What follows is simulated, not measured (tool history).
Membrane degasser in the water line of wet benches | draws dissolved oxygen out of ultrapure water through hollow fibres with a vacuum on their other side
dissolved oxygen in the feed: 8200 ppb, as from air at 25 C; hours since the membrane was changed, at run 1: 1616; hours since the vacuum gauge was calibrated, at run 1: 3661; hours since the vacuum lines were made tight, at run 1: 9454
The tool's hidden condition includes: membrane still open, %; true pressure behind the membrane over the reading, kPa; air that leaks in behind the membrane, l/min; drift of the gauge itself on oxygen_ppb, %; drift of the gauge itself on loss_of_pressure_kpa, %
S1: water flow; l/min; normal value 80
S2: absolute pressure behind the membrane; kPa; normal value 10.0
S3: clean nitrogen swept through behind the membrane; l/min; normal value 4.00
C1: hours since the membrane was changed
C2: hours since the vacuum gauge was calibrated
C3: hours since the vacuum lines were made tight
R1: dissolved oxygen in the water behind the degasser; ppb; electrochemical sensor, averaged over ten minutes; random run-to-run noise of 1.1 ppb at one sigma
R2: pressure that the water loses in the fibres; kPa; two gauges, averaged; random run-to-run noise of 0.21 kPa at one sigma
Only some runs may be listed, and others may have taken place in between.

{"run": 1, "day": 0.0, "S1": 80, "S2": 10.0, "S3": 4.0, "C1": 1616, "C2": 3661, "C3": 9454, "R1": 303.5, "R2": 49.92}
{"day": 1.496, "done": "vacuum gauge calibrated"}
{"run": 2, "day": 5.65, "S1": 80, "S2": 10.0, "S3": 4.0, "C1": 1751, "C2": 100, "C3": 9589, "R1": 298.1, "R2": 50.2}
{"run": 3, "day": 11.725, "S1": 80, "S2": 10.0, "S3": 8.37, "C1": 1897, "C2": 245, "C3": 9735, "R1": 156.4, "R2": 49.88}
{"run": 4, "day": 18.354, "S1": 80, "S2": 20.7, "S3": 4.0, "C1": 2056, "C2": 405, "C3": 9894, "R1": 725.0, "R2": 50.19}
{"run": 5, "day": 27.1, "S1": 80, "S2": 20.7, "S3": 4.0, "C1": 2266, "C2": 614, "C3": 10104, "R1": 722.4, "R2": 50.08}
{"run": 6, "day": 33.408, "S1": 60, "S2": 10.0, "S3": 4.0, "C1": 2417, "C2": 766, "C3": 10256, "R1": 229.9, "R2": 37.51}
{"run": 7, "day": 43.717, "S1": 60, "S2": 10.0, "S3": 4.0, "C1": 2665, "C2": 1013, "C3": 10503, "R1": 230.8, "R2": 37.44}
{"run": 8, "day": 53.017, "S1": 60, "S2": 10.0, "S3": 4.0, "C1": 2888, "C2": 1237, "C3": 10726, "R1": 229.0, "R2": 37.72}
{"run": 9, "day": 61.517, "S1": 60, "S2": 10.0, "S3": 4.0, "C1": 3092, "C2": 1440, "C3": 10930, "R1": 230.5, "R2": 37.58}
{"run": 10, "day": 67.062, "S1": 60, "S2": 10.0, "S3": 4.0, "C1": 3225, "C2": 1574, "C3": 11063, "R1": 230.8, "R2": 37.74}
{"run": 11, "day": 75.575, "S1": 80, "S2": 10.0, "S3": 11.32, "C1": 3429, "C2": 1778, "C3": 11268, "R1": 120.1, "R2": 50.12}
{"run": 12, "day": 81.642, "S1": 105, "S2": 10.0, "S3": 5.68, "C1": 3575, "C2": 1923, "C3": 11413, "R1": 291.2, "R2": 66.63}
{"run": 13, "day": 86.012, "S1": 55, "S2": 10.0, "S3": 4.0, "C1": 3680, "C2": 2028, "C3": 11518, "R1": 213.4, "R2": 35.03}
{"run": 14, "day": 95.046, "S1": 62, "S2": 6.2, "S3": 4.0, "C1": 3897, "C2": 2245, "C3": 11735, "R1": 107.8, "R2": 39.05}
{"run": 15, "day": 105.517, "S1": 62, "S2": 6.2, "S3": 4.0, "C1": 4148, "C2": 2496, "C3": 11986, "R1": 108.3, "R2": 39.05}
{"run": 16, "day": 116.054, "S1": 90, "S2": 16.8, "S3": 4.0, "C1": 4401, "C2": 2749, "C3": 12239, "R1": 635.9, "R2": 57.1}
{"run": 17, "day": 124.025, "S1": 122, "S2": 16.8, "S3": 4.0, "C1": 4592, "C2": 2941, "C3": 12430, "R1": 824.2, "R2": 76.7}
{"run": 18, "day": 129.721, "S1": 54, "S2": 13.2, "S3": 7.47, "C1": 4729, "C2": 3077, "C3": 12567, "R1": 173.0, "R2": 34.26}
{"run": 19, "day": 135.979, "S1": 111, "S2": 10.0, "S3": 1.85, "C1": 4879, "C2": 3228, "C3": 12717, "R1": 726.3, "R2": 70.68}
{"run": 20, "day": 141.0, "S1": 87, "S2": 10.0, "S3": 8.94, "C1": 5000, "C2": 3348, "C3": 12838, "R1": 163.9, "R2": 54.77}
{"day": 144.892, "done": "seals of the vacuum lines changed"}
{"run": 21, "day": 150.242, "S1": 111, "S2": 10.0, "S3": 8.94, "C1": 5219, "C2": 3568, "C3": 128, "R1": 217.5, "R2": 70.3}

Consider 4 possible next runs. They are alternatives, not a sequence: every one starts from the tool as it was left by run 21. What does each give?
{"day": 154.854, "done": "vacuum gauge calibrated"}
{"run": "A", "day": 156.983, "S1": 111, "S2": 17.3, "S3": 8.94, "C1": 5381, "C2": 51, "C3": 290, "R1": "?", "R2": "?"}
{"day": 154.854, "done": "vacuum gauge calibrated"}
{"run": "B", "day": 156.983, "S1": 103, "S2": 20.5, "S3": 8.83, "C1": 5381, "C2": 51, "C3": 290, "R1": "?", "R2": "?"}
{"day": 154.854, "done": "vacuum gauge calibrated"}
{"run": "C", "day": 156.983, "S1": 111, "S2": 10.0, "S3": 6.73, "C1": 5381, "C2": 51, "C3": 290, "R1": "?", "R2": "?"}
{"day": 154.854, "done": "vacuum gauge calibrated"}
{"run": "D", "day": 156.983, "S1": 70, "S2": 21.9, "S3": 3.11, "C1": 5381, "C2": 51, "C3": 290, "R1": "?", "R2": "?"}

run=A R1=409.1 R2=70.70
run=B R1=461.0 R2=65.19
run=C R1=269.8 R2=70.18
run=D R1=840.5 R2=44.39
Stripped of hidden state, with their random variation kept, the same runs would have yielded:
run=A R1=406.4 R2=68.83
run=B R1=459.1 R2=63.46
run=C R1=267.1 R2=68.31
run=D R1=840.7 R2=43.22
